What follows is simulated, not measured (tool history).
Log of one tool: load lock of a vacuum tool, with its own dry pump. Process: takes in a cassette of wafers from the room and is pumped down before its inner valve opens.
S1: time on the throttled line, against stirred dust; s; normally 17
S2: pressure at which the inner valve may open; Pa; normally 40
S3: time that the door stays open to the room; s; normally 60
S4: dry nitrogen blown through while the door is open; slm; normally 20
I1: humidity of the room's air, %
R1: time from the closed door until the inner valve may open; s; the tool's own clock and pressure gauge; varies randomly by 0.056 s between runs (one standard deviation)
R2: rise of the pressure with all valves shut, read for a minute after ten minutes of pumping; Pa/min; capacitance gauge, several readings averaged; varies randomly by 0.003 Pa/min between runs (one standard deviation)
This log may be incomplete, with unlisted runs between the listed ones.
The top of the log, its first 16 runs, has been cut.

{"run": 17, "day": 50.671, "S1": 11, "S2": 40, "S3": 60, "S4": 20, "I1": 44.4, "R1": 19.32, "R2": 0.344}
{"run": 18, "day": 52.858, "S1": 11, "S2": 40, "S3": 60, "S4": 20, "I1": 43.3, "R1": 19.29, "R2": 0.341}
{"run": 19, "day": 55.175, "S1": 11, "S2": 40, "S3": 60, "S4": 20, "I1": 45.6, "R1": 19.36, "R2": 0.353}
{"run": 20, "day": 56.904, "S1": 10, "S2": 40, "S3": 60, "S4": 17, "I1": 43.1, "R1": 18.55, "R2": 0.363}
{"run": 21, "day": 58.558, "S1": 10, "S2": 40, "S3": 60, "S4": 17, "I1": 44.2, "R1": 18.41, "R2": 0.36}
{"run": 22, "day": 61.983, "S1": 18, "S2": 39, "S3": 60, "S4": 17, "I1": 43.8, "R1": 25.61, "R2": 0.367}
{"run": 23, "day": 65.683, "S1": 22, "S2": 29, "S3": 149, "S4": 20, "I1": 43.6, "R1": 29.44, "R2": 0.402}
{"run": 24, "day": 68.042, "S1": 28, "S2": 29, "S3": 54, "S4": 11, "I1": 42.8, "R1": 34.66, "R2": 0.381}
{"run": 25, "day": 69.871, "S1": 16, "S2": 34, "S3": 209, "S4": 21, "I1": 46.4, "R1": 23.96, "R2": 0.416}
{"run": 26, "day": 73.258, "S1": 16, "S2": 34, "S3": 209, "S4": 21, "I1": 44.5, "R1": 23.89, "R2": 0.437}
{"run": 27, "day": 76.179, "S1": 17, "S2": 40, "S3": 27, "S4": 20, "I1": 46.3, "R1": 24.57, "R2": 0.398}
{"run": 28, "day": 80.021, "S1": 17, "S2": 40, "S3": 27, "S4": 20, "I1": 44.4, "R1": 24.57, "R2": 0.394}
{"run": 29, "day": 83.367, "S1": 17, "S2": 40, "S3": 27, "S4": 20, "I1": 41.3, "R1": 24.66, "R2": 0.406}
{"run": 30, "day": 86.238, "S1": 17, "S2": 46, "S3": 114, "S4": 29, "I1": 45.6, "R1": 24.53, "R2": 0.429}
{"run": 31, "day": 88.746, "S1": 15, "S2": 58, "S3": 60, "S4": 20, "I1": 46.8, "R1": 22.43, "R2": 0.428}
{"run": 32, "day": 91.062, "S1": 26, "S2": 38, "S3": 29, "S4": 22, "I1": 45.1, "R1": 32.56, "R2": 0.442}
{"run": 33, "day": 93.542, "S1": 28, "S2": 50, "S3": 147, "S4": 35, "I1": 38.7, "R1": 34.05, "R2": 0.453}
{"run": 34, "day": 96.338, "S1": 9, "S2": 40, "S3": 60, "S4": 20, "I1": 46.4, "R1": 17.66, "R2": 0.465}
{"run": 35, "day": 99.438, "S1": 32, "S2": 40, "S3": 56, "S4": 5, "I1": 49.9, "R1": 37.77, "R2": 0.478}
{"run": 36, "day": 102.279, "S1": 32, "S2": 50, "S3": 56, "S4": 20, "I1": 42.9, "R1": 37.5, "R2": 0.458}
{"run": 37, "day": 104.142, "S1": 13, "S2": 40, "S3": 29, "S4": 20, "I1": 43.9, "R1": 21.16, "R2": 0.472}

4 options for the next run, each taken on its own from the tool as it stands now. Forecast them:
{"run": "A", "day": 106.683, "S1": 13, "S2": 40, "S3": 191, "S4": 20, "I1": 44.1, "R1": "?", "R2": "?"}
{"run": "B", "day": 106.683, "S1": 29, "S2": 67, "S3": 60, "S4": 20, "I1": 45.8, "R1": "?", "R2": "?"}
{"run": "C", "day": 106.683, "S1": 17, "S2": 50, "S3": 60, "S4": 20, "I1": 42.3, "R1": "?", "R2": "?"}
{"run": "D", "day": 106.683, "S1": 17, "S2": 52, "S3": 87, "S4": 7, "I1": 44.3, "R1": "?", "R2": "?"}

run=A R1=21.14 R2=0.502
run=B R1=34.55 R2=0.488
run=C R1=24.36 R2=0.485
run=D R1=24.42 R2=0.495
Without the tool's unlogged condition, the same runs would have read:
run=A R1=21.04 R2=0.053
run=B R1=34.48 R2=0.029
run=C R1=24.26 R2=0.031
run=D R1=24.32 R2=0.046
